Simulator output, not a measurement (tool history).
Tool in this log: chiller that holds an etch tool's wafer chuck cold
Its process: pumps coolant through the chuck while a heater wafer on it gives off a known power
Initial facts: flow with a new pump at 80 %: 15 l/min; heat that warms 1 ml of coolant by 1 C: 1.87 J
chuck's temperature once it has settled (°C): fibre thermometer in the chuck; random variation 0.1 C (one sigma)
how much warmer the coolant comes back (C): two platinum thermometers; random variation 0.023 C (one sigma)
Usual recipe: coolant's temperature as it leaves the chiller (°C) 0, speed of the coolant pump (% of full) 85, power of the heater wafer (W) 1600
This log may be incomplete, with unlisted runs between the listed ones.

run   hour  coolant's temperature as it leaves the chiller (°C)  speed of the coolant pump (% of full)  power of the heater wafer (W)  chuck's temperature once it has settled (°C)  how much warmer the coolant comes back (C)
  1    0.0                                                    0                                     85                           1600                                          17.3                                        3.22
  2   30.8                                                    0                                     85                           1600                                          17.4                                        3.22
  3   74.3                                                    0                                     85                            904                                           9.8                                        1.76
  4  113.5                                                    0                                     85                            904                                           9.9                                        1.77
  5  135.0                                                    0                                     85                            904                                           9.8                                        1.72
  6  180.3                                                    0                                     85                            904                                           9.8                                        1.71
  7  218.6                                                    0                                     85                            904                                           9.8                                        1.67
  8  260.1                                                    0                                     85                            904                                           9.9                                        1.66
  9  282.4                                                    0                                     85                            904                                           9.6                                        1.68
 10  320.8                                                    0                                     85                            904                                           9.8                                        1.65
 11  350.9                                                    0                                     85                           1436                                          15.6                                        2.65
 12  389.9                                                    0                                     85                           1173                                          12.7                                        2.17
 13  438.6                                                    0                                     89                           1600                                          16.7                                        2.77
 14  478.5                                                    0                                     89                           1600                                          16.8                                        2.73
 15  514.7                                                    0                                     85                           1600                                          17.4                                        2.94
 16  555.9                                                    0                                     85                           1940                                          21.1                                        3.60
 17  581.5                                                    0                                     88                           1903                                          20.2                                        3.32
     591.7  -- coolant changed, channels flushed
 18  609.8                                                    0                                     88                           1903                                          20.2                                        3.32
 19  630.9                                                   -9                                     85                           1600                                           8.3                                        2.87

Run 20 is up next; what results do you expect?
 20  676.2                                                   -2                                     97                           2177                                             ?                                           ?

chuck's temperature once it has settled (°C): 19.6
how much warmer the coolant comes back (C): 3.36
If the tool had no hidden condition, the same run with the same run-to-run variation would have returned chuck's temperature once it has settled (°C) 19.6, how much warmer the coolant comes back (C) 3.73.

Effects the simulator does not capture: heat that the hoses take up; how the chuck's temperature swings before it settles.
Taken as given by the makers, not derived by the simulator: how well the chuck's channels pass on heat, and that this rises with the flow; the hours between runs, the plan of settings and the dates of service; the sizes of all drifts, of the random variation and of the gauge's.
